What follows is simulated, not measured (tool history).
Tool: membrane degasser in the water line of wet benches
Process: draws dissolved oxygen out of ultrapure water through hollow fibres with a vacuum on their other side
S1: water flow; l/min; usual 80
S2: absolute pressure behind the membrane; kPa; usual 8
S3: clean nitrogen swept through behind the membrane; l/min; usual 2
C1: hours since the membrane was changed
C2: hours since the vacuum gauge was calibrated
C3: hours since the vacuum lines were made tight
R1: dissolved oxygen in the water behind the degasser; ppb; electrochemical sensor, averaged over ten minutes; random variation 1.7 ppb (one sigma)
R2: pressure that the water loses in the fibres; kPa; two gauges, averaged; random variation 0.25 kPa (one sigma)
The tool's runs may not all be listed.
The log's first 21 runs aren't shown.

run 22 hour=2771.5 | S1=80 S2=14.97 S3=5.92 | C1=9132 C2=1089 C3=2739 | R1=380.3 R2=67.44
-- hour=2898.4 gauge calibrated
run 23 hour=2961.1 | S1=80 S2=14.97 S3=5.92 | C1=9321 C2=1279 C3=2928 | R1=372.5 R2=68.03
run 24 hour=3089.4 | S1=80 S2=12.33 S3=5.66 | C1=9450 C2=1407 C3=3057 | R1=305.8 R2=67.69
run 25 hour=3234.8 | S1=80 S2=12.33 S3=5.66 | C1=9595 C2=1552 C3=3202 | R1=308.2 R2=68.05
run 26 hour=3331 | S1=80 S2=12.33 S3=5.66 | C1=9691 C2=1649 C3=3298 | R1=304.9 R2=67.94
run 27 hour=3500.2 | S1=75 S2=7.82 S3=2.51 | C1=9860 C2=1818 C3=3467 | R1=298.7 R2=63.17
run 28 hour=3654.1 | S1=86 S2=5.43 S3=2.01 | C1=10014 C2=1972 C3=3621 | R1=209.4 R2=72.91
run 29 hour=3794.3 | S1=51 S2=5.26 S3=3.29 | C1=10155 C2=2112 C3=3762 | R1=79.8 R2=43.45
run 30 hour=3917.6 | S1=51 S2=5.26 S3=3.29 | C1=10278 C2=2235 C3=3885 | R1=80 R2=43.54
run 31 hour=4072.1 | S1=60 S2=5.2 S3=2.52 | C1=10432 C2=2390 C3=4039 | R1=113.6 R2=50.93

Forecast each of these 4 alternatives for the next run:
run A hour=4217.2 | S1=60 S2=17.43 S3=2.52 | C1=10577 C2=2535 C3=4184 | R1=? R2=?
run B hour=4217.2 | S1=83 S2=13.4 S3=3.34 | C1=10577 C2=2535 C3=4184 | R1=? R2=?
run C hour=4217.2 | S1=80 S2=8 S3=1.97 | C1=10577 C2=2535 C3=4184 | R1=? R2=?
run D hour=4217.2 | S1=80 S2=6.51 S3=3.65 | C1=10577 C2=2535 C3=4184 | R1=? R2=?

run=A R1=701.5 R2=50.56
run=B R1=547 R2=70.45
run=C R1=398.6 R2=67.79
run=D R1=178.4 R2=67.62
Without the tool's hidden state the same runs would have given:
run=A R1=693 R2=50.48
run=B R1=540.3 R2=70.35
run=C R1=393.5 R2=67.69
run=D R1=176 R2=67.52
